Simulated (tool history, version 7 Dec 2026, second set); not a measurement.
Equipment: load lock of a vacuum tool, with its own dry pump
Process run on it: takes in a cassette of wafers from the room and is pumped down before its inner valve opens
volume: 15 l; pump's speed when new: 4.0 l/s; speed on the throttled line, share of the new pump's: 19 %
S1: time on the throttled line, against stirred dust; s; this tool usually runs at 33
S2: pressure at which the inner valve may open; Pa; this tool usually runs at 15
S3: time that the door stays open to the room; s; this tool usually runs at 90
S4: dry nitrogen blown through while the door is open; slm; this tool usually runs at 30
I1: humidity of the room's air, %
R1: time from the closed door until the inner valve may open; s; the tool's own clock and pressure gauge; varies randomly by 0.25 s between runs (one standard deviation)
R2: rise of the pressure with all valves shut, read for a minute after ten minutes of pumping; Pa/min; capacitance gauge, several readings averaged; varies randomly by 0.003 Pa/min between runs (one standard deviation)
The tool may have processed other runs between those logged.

run,hour,S1,S2,S3,S4,I1,R1,R2
1,0,33,15,90,30,43.2,60.9,0.035
2,288.5,33,15,90,16,46.5,61.6,0.063
3,539.2,33,15,90,16,45.5,61.4,0.064
4,799.6,33,15,90,22,45,61.8,0.053
5,978.4,33,15,90,30,43.3,61.5,0.047
6,1251.7,26,15,90,30,47.9,56.5,0.058
7,1484.1,33,15,90,30,44.3,62.3,0.06
8,1711.1,33,15,90,30,42.1,62.1,0.065
9,1954.5,33,15,90,30,40.1,62,0.068
10,2242.9,33,15,90,30,49.6,62.4,0.08
11,2438.3,33,11,90,30,44.3,63.5,0.077
12,2698.3,33,11,90,30,45.9,63.8,0.091
13,2875.2,33,11,90,7,44.2,64.1,0.126
14,3163.2,33,11,90,7,44.2,64.3,0.136
15,3361,33,11,90,7,44.8,64,0.135
16,3656.3,33,11,90,7,45.1,65,0.149
17,3937,33,11,108,7,46.2,65.2,0.165
18,4185.1,33,11,108,7,44.1,65.4,0.168
19,4426.4,33,15,47,8,43.5,63.4,0.15
20,4663.2,33,15,47,8,44.3,64.3,0.16
21,4871.7,48,25,98,39,45.4,73.6,0.166
22,5120.8,30,14,218,12,46.4,62,0.24
23,5423.9,40,21,90,30,48.5,68.6,0.186
24,5598.9,40,21,90,30,44,68.3,0.191
# hour 5736.1: door's seal changed, seat wiped
25,5819.3,40,21,90,30,44.4,68.6,0.04
# hour 6004.9: dry pump taken out, an overhauled one fitted
26,6091.6,33,15,90,11,47.9,59.8,0.058
27,6276.7,65,21,90,11,47.3,84.5,0.062
28,6519.8,23,15,90,12,42.7,52,0.061
29,6689.2,50,15,173,30,47.2,74.2,0.067
30,6963.6,50,15,173,30,47.8,74,0.072
31,7224.5,33,11,90,13,44.9,61.9,0.077
32,7459.7,33,22,90,30,43.7,58.6,0.056
33,7599.2,33,22,90,30,43.6,59,0.061
34,7912.9,33,22,90,30,43.3,59,0.064
35,8141.3,60,22,31,30,41.2,81.2,0.061
36,8419.8,60,22,31,30,46.5,81.4,0.063

Forecast each of these 4 alternatives for the next run:
A,8714.6,58,20,37,30,42.3,?,?
B,8714.6,66,21,31,13,46.4,?,?
C,8714.6,20,11,87,30,45.8,?,?
D,8714.6,33,27,148,14,45.5,?,?

run,R1,R2
A,80,0.065
B,86.6,0.083
C,51.5,0.083
D,58.4,0.122
Without the tool's unlogged condition, the same runs would have read:
run,R1,R2
A,78.9,0.014
B,85.6,0.032
C,50,0.032
D,57.1,0.07
